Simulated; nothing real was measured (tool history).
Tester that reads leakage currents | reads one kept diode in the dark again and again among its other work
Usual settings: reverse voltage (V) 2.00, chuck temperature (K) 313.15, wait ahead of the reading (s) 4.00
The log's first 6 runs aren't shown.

run,hour,reverse voltage (V),chuck temperature (K),wait ahead of the reading (s),current that the tester gives (pA)
7,485.8,2.00,331.15,4.00,1722.38
8,549.6,2.00,331.15,4.08,1742.58
9,633.7,2.00,331.15,4.08,1737.64
# hour 655.4: probe card cleaned and baked
10,701.8,2.00,331.15,4.08,1737.52
# hour 753.7: chuck's temperature calibrated
11,802.7,2.00,313.15,4.00,385.25
12,902.7,2.00,313.15,4.00,386.47
13,970.7,2.00,313.15,4.00,387.01
14,1075.4,2.00,313.15,4.00,389.75
15,1119.5,2.00,313.15,4.00,390.04
16,1200.7,2.00,304.15,4.00,182.25
17,1292.8,2.00,313.15,4.00,395.18
18,1398.9,2.00,313.15,4.00,396.80
19,1463.1,19.79,296.15,0.81,221.05
20,1532.3,19.79,296.15,0.81,221.26
21,1603.5,3.91,330.15,4.00,1954.19
22,1655.0,4.56,309.15,0.42,394.87
23,1704.5,1.89,310.15,2.04,305.97
24,1785.8,1.89,310.15,5.59,308.51
25,1889.2,2.00,294.15,1.59,77.17
26,1955.6,1.19,316.15,1.54,426.04

The next listed run, before its measurement:
27,2036.2,1.19,316.15,1.54,?

{"run 27": {"current that the tester gives (pA)": 424.82}}
Without the tool's hidden state the same run would have given current that the tester gives (pA) 399.74.
